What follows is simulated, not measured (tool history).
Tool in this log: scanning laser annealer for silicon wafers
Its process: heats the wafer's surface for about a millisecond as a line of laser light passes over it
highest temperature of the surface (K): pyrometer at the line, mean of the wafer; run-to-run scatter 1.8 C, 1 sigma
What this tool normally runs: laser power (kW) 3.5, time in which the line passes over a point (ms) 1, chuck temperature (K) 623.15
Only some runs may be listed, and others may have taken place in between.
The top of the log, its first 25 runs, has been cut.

run	hour	laser power (kW)	time in which the line passes over a point (ms)	chuck temperature (K)	hours of work since the window was cleaned	hours of work since the power meter was calibrated	hours of work since the optics were aligned	highest temperature of the surface (K)
26	410.2	3.279	1.2	653.15	23	439	55	1395.15
27	422.5	3.279	1.21	653.15	29	446	61	1395.15
28	442	3.279	1.21	653.15	40	457	72	1398.15
29	458.8	3.804	0.76	653.15	49	466	81	1334.15
30	475.3	3.5	1	611.15	58	474	90	1331.15
31	486	3.5	1	611.15	63	480	95	1327.15
32	502.8	3.722	0.89	594.15	72	489	105	1316.15
33	511.7	3.223	0.72	611.15	77	494	109	1158.15
34	522.9	3.731	0.79	623.15	83	500	115	1299.15
35	540	3.731	0.92	661.15	92	509	125	1391.15
36	553.1	3.23	0.99	623.15	100	516	132	1280.15
37	566.8	3.834	0.87	647.15	107	524	139	1380.15
38	580.8	3.065	0.94	623.15	114	531	146	1222.15
39	595.1	3.065	0.75	662.15	122	539	154	1190.15
40	604.9	3.806	1	585.15	127	544	159	1369.15

Alternative continuations, all from the tool just after run 40; predict every row:
A	614.3	3.033	1	623.15	133	549	165	?
B	614.3	3.331	1.07	622.15	133	549	165	?
C	614.3	3.5	0.93	659.15	133	549	165	?
D	614.3	3.325	1.18	654.15	133	549	165	?
E	614.3	3.5	0.98	623.15	133	549	165	?

run	highest temperature of the surface (K)
A	1233.15
B	1320.15
C	1347.15
D	1392.15
E	1326.15
With the hidden condition removed and each run's random variation left untouched, the same runs would have given:
run	highest temperature of the surface (K)
A	1241.15
B	1330.15
C	1357.15
D	1403.15
E	1336.15
